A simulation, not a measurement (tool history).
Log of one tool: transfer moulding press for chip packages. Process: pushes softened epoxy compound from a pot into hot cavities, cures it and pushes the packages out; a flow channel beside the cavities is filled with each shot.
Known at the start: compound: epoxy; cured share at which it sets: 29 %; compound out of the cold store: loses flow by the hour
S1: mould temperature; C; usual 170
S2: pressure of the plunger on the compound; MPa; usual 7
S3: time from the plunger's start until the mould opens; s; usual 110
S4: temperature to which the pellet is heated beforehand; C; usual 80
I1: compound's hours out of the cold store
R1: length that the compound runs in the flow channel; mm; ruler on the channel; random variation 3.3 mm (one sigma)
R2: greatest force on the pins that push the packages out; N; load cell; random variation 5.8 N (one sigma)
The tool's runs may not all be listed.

run,day,S1,S2,S3,S4,I1,R1,R2
1,0,170,7,110,80,15.2,636,217
2,0.479,170,7,110,80,32.1,572,254
3,1.175,170,7,110,80,35.6,549,308
4,1.629,170,7,96,80,34.5,556,379
5,2.138,170,7,96,80,10.7,649,435
6,2.542,170,7,96,80,9.8,652,462
7,3.233,170,7,96,80,20,597,470
# day 3.575: cavities cleaned with cleaning compound and waxed
8,4.05,170,7,96,80,40.1,529,281
9,4.862,170,7,110,80,12.5,630,318
# day 5.258: plunger's sealing rings changed
10,5.475,170,7,110,80,41.7,576,333
11,6.338,170,6.9,110,80,16.1,664,381
12,7.079,170,7,110,88,27.9,622,379
# day 7.254: cavities cleaned with cleaning compound and waxed
13,7.962,170,7,110,88,15.2,673,249
14,8.625,170,7,110,71,13.4,676,303
15,9.354,170,7,110,71,19.9,651,335
16,9.929,170,7,126,71,15.8,664,333
17,10.312,170,7,126,71,15,669,331
# day 10.8: cavities cleaned with cleaning compound and waxed
18,11.175,170,6.46,145,80,31.8,566,211
19,12.017,170,7.6,145,82,25.3,633,259
20,12.862,170,7.6,145,82,45.9,558,301
21,13.704,174,7.6,145,79,23.3,630,329
# day 14.046: mould's thermocouples calibrated
# day 14.467: cavities cleaned with cleaning compound and waxed
22,14.704,174,6.53,137,79,46.6,501,205
23,15.408,173,5.59,144,73,9.8,591,247
24,15.888,178,5.91,110,80,42.7,470,271
25,16.346,178,5.91,110,83,32.2,497,288
26,16.854,172,6.3,133,78,37.6,522,318
27,17.438,172,8.71,94,78,33.9,618,423

Forecast each of these 3 alternatives for the next run:
# day 18.088: cavities cleaned with cleaning compound and waxed
A,18.338,174,5.99,110,77,32.6,?,?
# day 18.088: cavities cleaned with cleaning compound and waxed
B,18.338,175,8.71,125,71,10.7,?,?
# day 18.088: cavities cleaned with cleaning compound and waxed
C,18.338,172,6.13,92,73,36.3,?,?

run,R1,R2
A,509,210
B,709,204
C,510,275
Without the tool's hidden state the same runs would have given:
run,R1,R2
A,554,186
B,772,181
C,554,245
